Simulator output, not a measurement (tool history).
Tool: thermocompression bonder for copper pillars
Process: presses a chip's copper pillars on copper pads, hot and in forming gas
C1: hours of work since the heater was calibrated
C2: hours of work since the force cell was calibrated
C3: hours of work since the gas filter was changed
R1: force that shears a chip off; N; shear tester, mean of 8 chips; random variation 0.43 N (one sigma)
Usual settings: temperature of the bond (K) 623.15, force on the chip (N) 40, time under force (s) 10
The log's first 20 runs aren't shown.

{"run": 21, "hour": 1074.8, "temperature of the bond (K)": 631.15, "force on the chip (N)": 40, "time under force (s)": 10, "C1": 163, "C2": 1273, "C3": 165, "R1": 84.3}
{"hour": 1126.5, "done": "force cell calibrated"}
{"run": 22, "hour": 1126.5, "temperature of the bond (K)": 639.15, "force on the chip (N)": 35, "time under force (s)": 10, "C1": 185, "C2": 0, "C3": 188, "R1": 80.3}
{"run": 23, "hour": 1184.7, "temperature of the bond (K)": 619.15, "force on the chip (N)": 29, "time under force (s)": 12, "C1": 211, "C2": 26, "C3": 213, "R1": 62.2}
{"run": 24, "hour": 1232.4, "temperature of the bond (K)": 648.15, "force on the chip (N)": 40, "time under force (s)": 8, "C1": 232, "C2": 47, "C3": 235, "R1": 86.7}
{"run": 25, "hour": 1288.6, "temperature of the bond (K)": 600.15, "force on the chip (N)": 40, "time under force (s)": 15, "C1": 257, "C2": 72, "C3": 259, "R1": 79.6}
{"run": 26, "hour": 1342.1, "temperature of the bond (K)": 600.15, "force on the chip (N)": 40, "time under force (s)": 15, "C1": 280, "C2": 96, "C3": 283, "R1": 79.7}
{"hour": 1359.5, "done": "forming gas filter changed"}
{"run": 27, "hour": 1386.9, "temperature of the bond (K)": 620.15, "force on the chip (N)": 40, "time under force (s)": 6, "C1": 300, "C2": 115, "C3": 12, "R1": 67.9}
{"run": 28, "hour": 1457.0, "temperature of the bond (K)": 620.15, "force on the chip (N)": 40, "time under force (s)": 6, "C1": 331, "C2": 146, "C3": 43, "R1": 67.7}
{"run": 29, "hour": 1507.7, "temperature of the bond (K)": 637.15, "force on the chip (N)": 40, "time under force (s)": 6, "C1": 354, "C2": 169, "C3": 66, "R1": 74.8}
{"run": 30, "hour": 1549.7, "temperature of the bond (K)": 594.15, "force on the chip (N)": 38, "time under force (s)": 5, "C1": 372, "C2": 188, "C3": 84, "R1": 49.5}
{"run": 31, "hour": 1619.4, "temperature of the bond (K)": 594.15, "force on the chip (N)": 38, "time under force (s)": 5, "C1": 403, "C2": 219, "C3": 115, "R1": 49.5}
{"run": 32, "hour": 1654.2, "temperature of the bond (K)": 594.15, "force on the chip (N)": 38, "time under force (s)": 5, "C1": 419, "C2": 234, "C3": 131, "R1": 49.8}
{"run": 33, "hour": 1716.2, "temperature of the bond (K)": 594.15, "force on the chip (N)": 38, "time under force (s)": 5, "C1": 446, "C2": 261, "C3": 158, "R1": 49.4}
{"run": 34, "hour": 1787.7, "temperature of the bond (K)": 631.15, "force on the chip (N)": 38, "time under force (s)": 9, "C1": 478, "C2": 293, "C3": 190, "R1": 79.1}
{"run": 35, "hour": 1834.7, "temperature of the bond (K)": 645.15, "force on the chip (N)": 34, "time under force (s)": 5, "C1": 499, "C2": 314, "C3": 211, "R1": 64}
{"run": 36, "hour": 1899.9, "temperature of the bond (K)": 645.15, "force on the chip (N)": 34, "time under force (s)": 5, "C1": 528, "C2": 343, "C3": 240, "R1": 63.4}

3 ways to go on from here, each from the tool as it stands after run 36. What would each give?
{"run": "A", "hour": 1961.3, "temperature of the bond (K)": 639.15, "force on the chip (N)": 27, "time under force (s)": 25, "C1": 555, "C2": 370, "C3": 267, "R1": "?"}
{"run": "B", "hour": 1961.3, "temperature of the bond (K)": 623.15, "force on the chip (N)": 40, "time under force (s)": 10, "C1": 555, "C2": 370, "C3": 267, "R1": "?"}
{"run": "C", "hour": 1961.3, "temperature of the bond (K)": 606.15, "force on the chip (N)": 33, "time under force (s)": 26, "C1": 555, "C2": 370, "C3": 267, "R1": "?"}

run=A R1=83.7
run=B R1=81.5
run=C R1=83.3
Without the tool's hidden state the same runs would have given:
run=A R1=83.8
run=B R1=81.6
run=C R1=83.3
